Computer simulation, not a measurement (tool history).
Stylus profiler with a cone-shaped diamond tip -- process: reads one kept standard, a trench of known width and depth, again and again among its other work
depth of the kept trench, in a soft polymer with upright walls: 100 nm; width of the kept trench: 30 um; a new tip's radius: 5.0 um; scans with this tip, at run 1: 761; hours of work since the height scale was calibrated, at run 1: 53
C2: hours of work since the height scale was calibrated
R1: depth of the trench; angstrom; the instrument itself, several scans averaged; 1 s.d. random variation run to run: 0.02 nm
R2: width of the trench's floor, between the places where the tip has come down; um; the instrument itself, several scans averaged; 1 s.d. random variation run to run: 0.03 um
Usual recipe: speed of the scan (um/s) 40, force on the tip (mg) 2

Run 1, hour 0: usual settings; scans with this tip 761; C2 53. Result: R1 1007.5 angstrom, R2 27.8 um.
Run 2, hour 12.7: usual settings; scans with this tip 890; C2 62. Result: R1 1008.1 angstrom, R2 27.8 um.
Run 3, hour 39.5: usual settings; scans with this tip 1163; C2 81. Result: R1 1007.7 angstrom, R2 27.83 um.
Run 4, hour 55.2: usual settings but speed of the scan (um/s) 24; scans with this tip 1324; C2 92. Result: R1 1007.6 angstrom, R2 27.9 um.
Run 5, hour 70.6: usual settings but force on the tip (mg) 1.16; scans with this tip 1480; C2 103. Result: R1 1005.2 angstrom, R2 27.74 um.
Run 6, hour 98.4: usual settings but force on the tip (mg) 1.16; scans with this tip 1764; C2 123. Result: R1 1005.7 angstrom, R2 27.79 um.
Run 7, hour 119.1: usual settings but speed of the scan (um/s) 18; scans with this tip 1974; C2 137. Result: R1 1007.9 angstrom, R2 27.93 um.
Run 8, hour 135.1: usual settings but force on the tip (mg) 2.87; scans with this tip 2137; C2 149. Result: R1 1009.7 angstrom, R2 27.85 um.
Run 9, hour 155.1: usual settings but speed of the scan (um/s) 107, force on the tip (mg) 1.32; scans with this tip 2341; C2 163. Result: R1 1005.9 angstrom, R2 27.41 um.
Run 10, hour 169.5: usual settings but speed of the scan (um/s) 107, force on the tip (mg) 1.32; scans with this tip 2487; C2 173. Result: R1 1005.9 angstrom, R2 27.37 um.

Forecast run 11:
Run 11, hour 191.8: usual settings but speed of the scan (um/s) 29; scans with this tip 2715; C2 189. Result: R1 ?, R2 ?.

Run 11 yielded R1 1007.3 angstrom, R2 27.89 um.
Without the tool's hidden state the same run would have given R1 1007.4 angstrom, R2 27.89 um.
